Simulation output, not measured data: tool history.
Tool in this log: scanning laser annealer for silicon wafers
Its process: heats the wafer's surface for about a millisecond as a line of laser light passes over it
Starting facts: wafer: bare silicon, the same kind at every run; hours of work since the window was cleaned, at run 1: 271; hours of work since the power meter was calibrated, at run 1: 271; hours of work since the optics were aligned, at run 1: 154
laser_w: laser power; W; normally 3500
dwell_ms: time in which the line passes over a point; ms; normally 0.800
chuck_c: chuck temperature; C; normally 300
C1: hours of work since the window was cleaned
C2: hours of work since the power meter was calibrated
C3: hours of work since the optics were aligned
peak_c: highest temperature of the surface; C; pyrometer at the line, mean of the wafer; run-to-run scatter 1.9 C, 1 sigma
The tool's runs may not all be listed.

run 1 hour=0.0 | laser_w=3500 dwell_ms=0.800 chuck_c=300 | C1=271 C2=271 C3=154 | peak_c=1095
run 2 hour=29.6 | laser_w=3500 dwell_ms=0.800 chuck_c=300 | C1=294 C2=294 C3=177 | peak_c=1097
run 3 hour=64.5 | laser_w=3500 dwell_ms=0.800 chuck_c=300 | C1=322 C2=322 C3=205 | peak_c=1091
run 4 hour=99.9 | laser_w=3500 dwell_ms=0.800 chuck_c=300 | C1=350 C2=350 C3=233 | peak_c=1089
run 5 hour=136.5 | laser_w=3500 dwell_ms=0.800 chuck_c=300 | C1=379 C2=379 C3=262 | peak_c=1088
run 6 hour=178.0 | laser_w=3500 dwell_ms=0.800 chuck_c=300 | C1=412 C2=412 C3=295 | peak_c=1084
-- hour=197.2 window over the wafer cleaned
run 7 hour=220.1 | laser_w=3500 dwell_ms=0.800 chuck_c=311 | C1=18 C2=444 C3=327 | peak_c=1110
run 8 hour=247.4 | laser_w=2975 dwell_ms=0.800 chuck_c=300 | C1=40 C2=466 C3=349 | peak_c=944
run 9 hour=286.8 | laser_w=2975 dwell_ms=0.800 chuck_c=300 | C1=71 C2=498 C3=380 | peak_c=938
run 10 hour=313.9 | laser_w=2975 dwell_ms=0.800 chuck_c=300 | C1=93 C2=519 C3=402 | peak_c=942
run 11 hour=352.2 | laser_w=2975 dwell_ms=0.800 chuck_c=300 | C1=123 C2=550 C3=432 | peak_c=938
run 12 hour=375.1 | laser_w=2975 dwell_ms=0.800 chuck_c=300 | C1=142 C2=568 C3=451 | peak_c=937
run 13 hour=417.2 | laser_w=3361 dwell_ms=0.800 chuck_c=300 | C1=175 C2=601 C3=484 | peak_c=1047
run 14 hour=450.8 | laser_w=3671 dwell_ms=0.800 chuck_c=300 | C1=202 C2=628 C3=511 | peak_c=1136
run 15 hour=480.9 | laser_w=3500 dwell_ms=0.800 chuck_c=300 | C1=226 C2=652 C3=535 | peak_c=1081
run 16 hour=501.0 | laser_w=3500 dwell_ms=0.800 chuck_c=300 | C1=242 C2=668 C3=551 | peak_c=1083
run 17 hour=519.7 | laser_w=3478 dwell_ms=0.800 chuck_c=300 | C1=257 C2=683 C3=566 | peak_c=1076
run 18 hour=560.4 | laser_w=3478 dwell_ms=0.800 chuck_c=300 | C1=289 C2=715 C3=598 | peak_c=1070
run 19 hour=591.0 | laser_w=3478 dwell_ms=0.800 chuck_c=300 | C1=314 C2=740 C3=622 | peak_c=1068
run 20 hour=610.9 | laser_w=3478 dwell_ms=0.800 chuck_c=300 | C1=329 C2=756 C3=638 | peak_c=1069
run 21 hour=653.1 | laser_w=3474 dwell_ms=0.800 chuck_c=300 | C1=363 C2=789 C3=672 | peak_c=1069
run 22 hour=692.4 | laser_w=3454 dwell_ms=0.621 chuck_c=300 | C1=394 C2=820 C3=703 | peak_c=953
run 23 hour=722.9 | laser_w=3500 dwell_ms=0.624 chuck_c=294 | C1=419 C2=845 C3=728 | peak_c=961
-- hour=735.6 window over the wafer cleaned
run 24 hour=752.0 | laser_w=3500 dwell_ms=0.624 chuck_c=294 | C1=13 C2=866 C3=749 | peak_c=972
-- hour=759.7 optics aligned, line set to its width
run 25 hour=781.4 | laser_w=2976 dwell_ms=0.800 chuck_c=323 | C1=32 C2=886 C3=17 | peak_c=950
run 26 hour=814.1 | laser_w=3202 dwell_ms=0.876 chuck_c=312 | C1=59 C2=912 C3=43 | peak_c=1036
run 27 hour=855.4 | laser_w=3699 dwell_ms=0.800 chuck_c=278 | C1=91 C2=945 C3=76 | peak_c=1108
run 28 hour=882.3 | laser_w=3119 dwell_ms=0.800 chuck_c=312 | C1=113 C2=966 C3=98 | peak_c=974
-- hour=901.8 optics aligned, line set to its width, once more
run 29 hour=914.6 | laser_w=3119 dwell_ms=0.800 chuck_c=312 | C1=135 C2=988 C3=10 | peak_c=999
run 30 hour=950.9 | laser_w=3119 dwell_ms=0.800 chuck_c=312 | C1=163 C2=1017 C3=39 | peak_c=995
run 31 hour=973.0 | laser_w=3692 dwell_ms=0.800 chuck_c=300 | C1=181 C2=1034 C3=57 | peak_c=1157
run 32 hour=1007.0 | laser_w=2984 dwell_ms=0.870 chuck_c=281 | C1=208 C2=1061 C3=84 | peak_c=956
run 33 hour=1026.4 | laser_w=2984 dwell_ms=0.870 chuck_c=281 | C1=224 C2=1077 C3=99 | peak_c=957
run 34 hour=1067.6 | laser_w=2984 dwell_ms=0.870 chuck_c=281 | C1=256 C2=1110 C3=132 | peak_c=950
run 35 hour=1092.1 | laser_w=3302 dwell_ms=0.783 chuck_c=300 | C1=276 C2=1129 C3=152 | peak_c=1021
run 36 hour=1125.3 | laser_w=3302 dwell_ms=0.783 chuck_c=300 | C1=302 C2=1156 C3=178 | peak_c=1021
run 37 hour=1143.0 | laser_w=3500 dwell_ms=0.800 chuck_c=283 | C1=316 C2=1170 C3=192 | peak_c=1068
run 38 hour=1177.6 | laser_w=3028 dwell_ms=0.882 chuck_c=330 | C1=344 C2=1197 C3=220 | peak_c=1012
run 39 hour=1199.1 | laser_w=3604 dwell_ms=0.682 chuck_c=330 | C1=361 C2=1214 C3=237 | peak_c=1074
run 40 hour=1217.7 | laser_w=3500 dwell_ms=0.800 chuck_c=309 | C1=376 C2=1229 C3=252 | peak_c=1087
run 41 hour=1239.7 | laser_w=3500 dwell_ms=0.886 chuck_c=288 | C1=393 C2=1247 C3=269 | peak_c=1113

Each row is a separate what-if for the run after 41, all from the same tool condition, not one after another. Results?
run A hour=1274.2 | laser_w=3500 dwell_ms=0.886 chuck_c=264 | C1=421 C2=1274 C3=296 | peak_c=?
run B hour=1274.2 | laser_w=3713 dwell_ms=0.800 chuck_c=300 | C1=421 C2=1274 C3=296 | peak_c=?
run C hour=1274.2 | laser_w=3500 dwell_ms=0.886 chuck_c=265 | C1=421 C2=1274 C3=296 | peak_c=?

run=A peak_c=1085
run=B peak_c=1138
run=C peak_c=1084
Take away the tool's hidden state, keep each run's random variation, and the runs would have read:
run=A peak_c=1126
run=B peak_c=1180
run=C peak_c=1125

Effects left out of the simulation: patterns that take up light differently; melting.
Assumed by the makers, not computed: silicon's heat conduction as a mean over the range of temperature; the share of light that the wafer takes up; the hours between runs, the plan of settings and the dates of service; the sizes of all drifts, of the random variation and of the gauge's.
